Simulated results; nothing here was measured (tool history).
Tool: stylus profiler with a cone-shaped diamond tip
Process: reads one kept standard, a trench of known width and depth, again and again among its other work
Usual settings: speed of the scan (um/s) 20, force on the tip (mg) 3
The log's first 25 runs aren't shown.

run	hour	speed of the scan (um/s)	force on the tip (mg)	scans with this tip	hours of work since the height scale was calibrated	depth of the trench (angstrom)	width of the trench's floor (nm)
26	661.2	32	1.66	5807	490	1011.3	98570
27	679.6	32	2.36	5964	503	1014.4	98490
28	699.7	6	2.03	6136	518	1012.9	98630
29	731.2	12	7.15	6405	540	1030.4	98610
30	765.7	12	4.17	6700	565	1021.1	98580
31	805.8	48	2.43	7042	594	1014.5	98520
32	839.6	18	1.31	7331	618	1009.7	98550
33	873.5	18	1.31	7620	643	1009.6	98540

Forecast each of these 5 alternatives for the next run:
A	898.6	26	7.38	7835	661	?	?
B	898.6	67	2.23	7835	661	?	?
C	898.6	20	1.7	7835	661	?	?
D	898.6	7	2.28	7835	661	?	?
E	898.6	45	1.31	7835	661	?	?

run	depth of the trench (angstrom)	width of the trench's floor (nm)
A	1030.8	98540
B	1013.9	98470
C	1011.3	98540
D	1013.9	98540
E	1009.6	98450
Without the tool's hidden state the same runs would have given:
run	depth of the trench (angstrom)	width of the trench's floor (nm)
A	1030.8	98560
B	1013.9	98480
C	1011.3	98550
D	1013.9	98550
E	1009.6	98460
